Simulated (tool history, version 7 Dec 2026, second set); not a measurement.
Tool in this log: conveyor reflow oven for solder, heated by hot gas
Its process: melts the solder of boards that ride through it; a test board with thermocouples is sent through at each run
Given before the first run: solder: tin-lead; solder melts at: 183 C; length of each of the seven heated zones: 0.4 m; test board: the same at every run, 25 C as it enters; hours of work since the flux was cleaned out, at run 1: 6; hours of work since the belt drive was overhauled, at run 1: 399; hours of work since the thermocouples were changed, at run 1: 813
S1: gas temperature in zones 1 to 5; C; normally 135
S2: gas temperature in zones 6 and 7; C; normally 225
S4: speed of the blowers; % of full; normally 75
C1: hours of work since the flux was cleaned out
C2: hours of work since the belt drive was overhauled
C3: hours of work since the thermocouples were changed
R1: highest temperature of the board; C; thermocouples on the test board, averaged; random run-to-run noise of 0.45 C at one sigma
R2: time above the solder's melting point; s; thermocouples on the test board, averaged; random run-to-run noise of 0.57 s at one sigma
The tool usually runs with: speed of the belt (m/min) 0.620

Run 1, hour 0.0: usual settings; C1 6; C2 399; C3 813. Result: R1 208.8 C, R2 48.1 s.
Run 2, hour 37.7: usual settings; C1 29; C2 423; C3 837. Result: R1 208.4 C, R2 48.0 s.
Run 3, hour 80.9: usual settings but S2 220 C; C1 56; C2 450; C3 864. Result: R1 203.9 C, R2 43.4 s.
Run 4, hour 145.2: usual settings but S2 220 C; C1 96; C2 490; C3 904. Result: R1 205.0 C, R2 43.7 s.
Run 5, hour 179.0: usual settings but S2 220 C; C1 117; C2 511; C3 925. Result: R1 203.6 C, R2 44.3 s.
At hour 245.8: flux residue cleaned out of gas plates and filters.
Run 6, hour 245.8: usual settings; C1 0; C2 550; C3 963. Result: R1 209.3 C, R2 50.0 s.
Run 7, hour 282.1: usual settings; C1 23; C2 572; C3 986. Result: R1 208.8 C, R2 49.1 s.
Run 8, hour 340.5: usual settings but S4 88 % of full; C1 59; C2 609; C3 1023. Result: R1 211.6 C, R2 53.2 s.
Run 9, hour 379.5: usual settings but S4 88 % of full; C1 83; C2 633; C3 1047. Result: R1 212.0 C, R2 52.7 s.
Run 10, hour 412.1: usual settings but S2 229 C; C1 104; C2 653; C3 1067. Result: R1 212.3 C, R2 52.0 s.
Run 11, hour 467.3: usual settings but S1 121 C, S2 229 C; C1 138; C2 688; C3 1102. Result: R1 209.3 C, R2 44.8 s.
At hour 500.2: flux residue cleaned out of gas plates and filters.
Run 12, hour 521.2: usual settings but S1 121 C, S2 229 C; C1 13; C2 718; C3 1132. Result: R1 210.4 C, R2 44.2 s.
Run 13, hour 576.3: usual settings but speed of the belt (m/min) 0.732; C1 48; C2 753; C3 1167. Result: R1 203.3 C, R2 35.2 s.
Run 14, hour 612.4: usual settings but speed of the belt (m/min) 0.732; C1 70; C2 775; C3 1189. Result: R1 202.9 C, R2 35.0 s.
Run 15, hour 664.3: usual settings but speed of the belt (m/min) 0.732; C1 102; C2 808; C3 1221. Result: R1 202.9 C, R2 33.9 s.
Run 16, hour 703.3: usual settings but S1 142 C, S2 236 C, S4 66 % of full; C1 127; C2 832; C3 1246. Result: R1 217.4 C, R2 59.9 s.
At hour 756.3: flux residue cleaned out of gas plates and filters.
Run 17, hour 769.8: usual settings but S1 149 C, speed of the belt (m/min) 0.731; C1 8; C2 870; C3 1284. Result: R1 209.0 C, R2 45.0 s.
Run 18, hour 818.7: usual settings but S2 224 C, speed of the belt (m/min) 0.612; C1 39; C2 901; C3 1315. Result: R1 210.1 C, R2 50.8 s.
At hour 855.5: thermocouples of zones 6 and 7 changed.
Run 19, hour 868.2: usual settings but S1 128 C, S2 221 C, speed of the belt (m/min) 0.612, S4 62 % of full; C1 69; C2 930; C3 8. Result: R1 198.4 C, R2 33.1 s.
Run 20, hour 931.7: usual settings but S1 136 C, speed of the belt (m/min) 0.625, S4 67 % of full; C1 108; C2 970; C3 48. Result: R1 203.9 C, R2 42.7 s.
Run 21, hour 957.7: usual settings but S1 124 C, speed of the belt (m/min) 0.625, S4 67 % of full; C1 124; C2 986; C3 64. Result: R1 200.7 C, R2 36.5 s.
At hour 1011.2: flux residue cleaned out of gas plates and filters.
Run 22, hour 1021.4: usual settings but S1 124 C, speed of the belt (m/min) 0.625, S4 67 % of full; C1 6; C2 1023; C3 100. Result: R1 201.2 C, R2 37.8 s.
Run 23, hour 1070.6: usual settings but speed of the belt (m/min) 0.539, S4 73 % of full; C1 37; C2 1054; C3 131. Result: R1 211.1 C, R2 59.7 s.
Run 24, hour 1115.1: usual settings but speed of the belt (m/min) 0.539, S4 73 % of full; C1 65; C2 1081; C3 159. Result: R1 210.6 C, R2 60.4 s.
Run 25, hour 1171.9: usual settings but speed of the belt (m/min) 0.539, S4 73 % of full; C1 100; C2 1117; C3 194. Result: R1 210.5 C, R2 60.7 s.
Run 26, hour 1207.4: usual settings but speed of the belt (m/min) 0.539, S4 73 % of full; C1 122; C2 1139; C3 216. Result: R1 210.9 C, R2 59.6 s.
At hour 1265.4: flux residue cleaned out of gas plates and filters.
Run 27, hour 1269.7: usual settings but S2 223 C, speed of the belt (m/min) 0.522, S4 73 % of full; C1 3; C2 1175; C3 252. Result: R1 211.0 C, R2 63.5 s.
Run 28, hour 1303.1: usual settings but S1 131 C, S2 235 C, speed of the belt (m/min) 0.604, S4 67 % of full; C1 24; C2 1196; C3 273. Result: R1 214.0 C, R2 54.0 s.
Run 29, hour 1344.1: usual settings but S1 131 C, S2 235 C, speed of the belt (m/min) 0.604, S4 67 % of full; C1 49; C2 1221; C3 299. Result: R1 213.8 C, R2 53.1 s.

Each row is a separate what-if for the run after 29, all from the same tool condition, not one after another. Results?
Run A, hour 1389.7: usual settings but S2 214 C, speed of the belt (m/min) 0.523, S4 74 % of full; C1 78; C2 1250; C3 327. Result: R1 ?, R2 ?.
Run B, hour 1389.7: usual settings but S1 131 C, S2 235 C, speed of the belt (m/min) 0.725, S4 67 % of full; C1 78; C2 1250; C3 327. Result: R1 ?, R2 ?.
Run C, hour 1389.7: usual settings but S1 133 C, S2 237 C, S4 73 % of full; C1 78; C2 1250; C3 327. Result: R1 ?, R2 ?.
Run D, hour 1389.7: usual settings but speed of the belt (m/min) 0.524, S4 84 % of full; C1 78; C2 1250; C3 327. Result: R1 ?, R2 ?.

run     R1    R2
  A  203.1  53.2
  B  205.9  37.4
  C  216.9  56.4
  D  214.8  68.3
Stripped of hidden state, with their random variation kept, the same runs would have yielded:
run     R1    R2
  A  201.7  49.8
  B  204.4  35.0
  C  215.4  53.8
  D  213.3  65.4

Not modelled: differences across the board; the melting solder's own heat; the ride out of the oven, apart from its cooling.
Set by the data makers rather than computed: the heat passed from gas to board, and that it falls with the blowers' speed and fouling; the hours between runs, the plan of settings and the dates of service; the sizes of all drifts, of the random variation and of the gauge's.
